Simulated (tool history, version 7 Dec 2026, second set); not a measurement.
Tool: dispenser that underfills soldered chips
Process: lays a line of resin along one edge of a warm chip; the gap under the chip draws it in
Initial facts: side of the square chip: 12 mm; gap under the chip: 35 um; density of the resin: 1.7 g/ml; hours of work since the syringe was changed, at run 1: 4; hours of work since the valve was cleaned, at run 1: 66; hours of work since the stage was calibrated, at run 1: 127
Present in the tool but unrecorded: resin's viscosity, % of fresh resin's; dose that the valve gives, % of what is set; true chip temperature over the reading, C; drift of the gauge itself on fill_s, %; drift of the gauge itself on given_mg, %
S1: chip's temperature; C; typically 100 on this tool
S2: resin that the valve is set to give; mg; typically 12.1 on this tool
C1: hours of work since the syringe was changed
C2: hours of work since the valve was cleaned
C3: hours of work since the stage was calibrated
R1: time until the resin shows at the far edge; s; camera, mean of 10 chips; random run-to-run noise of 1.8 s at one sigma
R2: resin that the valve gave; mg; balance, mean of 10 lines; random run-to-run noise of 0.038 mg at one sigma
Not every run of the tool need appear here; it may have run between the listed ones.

run,day,S1,S2,C1,C2,C3,R1,R2
1,0,100,12.1,4,66,127,238.8,11.78
2,0.196,99,12.1,7,69,131,326.3,11.74
# day 0.229: new syringe of resin
3,0.35,100,12.1,2,72,134,210.3,11.8
4,0.479,100,12.1,5,74,136,250.3,11.76
# day 0.671: new syringe of resin
5,0.725,100,12.1,1,79,140,186.2,11.71
6,0.946,100,12.1,5,83,144,263.6,11.76
# day 1.108: new syringe of resin
7,1.183,100,12.1,1,87,148,193.1,11.75
8,1.396,86,12.1,5,91,152,398.3,11.65
# day 1.533: new syringe of resin
9,1.533,105,12.1,0,93,155,153.4,11.67
10,1.671,105,12.1,2,95,157,189.5,11.68
11,1.879,105,12.1,6,99,161,256.6,11.65
# day 1.962: new syringe of resin
12,2.033,112,10.9,1,102,163,146.7,10.53
13,2.25,112,10.9,5,106,167,199.5,10.45
# day 2.388: new syringe of resin
14,2.488,112,10.9,2,110,172,151.4,10.44
15,2.717,112,10.9,6,114,176,218.3,10.52
# day 2.821: new syringe of resin
16,2.925,99,10.9,2,118,179,213.2,10.38
17,3.067,103,13,5,120,182,228.9,12.43
18,3.204,104,15,7,123,184,270.9,14.37
# day 3.246: new syringe of resin
19,3.4,86,10.4,3,126,188,335,9.94
20,3.521,90,14,5,128,190,333.4,13.37

Alternative continuations, all from the tool just after run 20; predict every row:
A,3.646,95,12.7,7,131,192,?,?
B,3.646,96,12.1,7,131,192,?,?
C,3.646,107,10.7,7,131,192,?,?
D,3.646,87,14,7,131,192,?,?

run,R1,R2
A,356.1,12.08
B,348.9,11.49
C,271.7,10.15
D,429.3,13.38
With no hidden state in the tool, these same runs would have given:
run,R1,R2
A,199.9,12.68
B,195.1,12.07
C,150.8,10.66
D,241.5,14.04

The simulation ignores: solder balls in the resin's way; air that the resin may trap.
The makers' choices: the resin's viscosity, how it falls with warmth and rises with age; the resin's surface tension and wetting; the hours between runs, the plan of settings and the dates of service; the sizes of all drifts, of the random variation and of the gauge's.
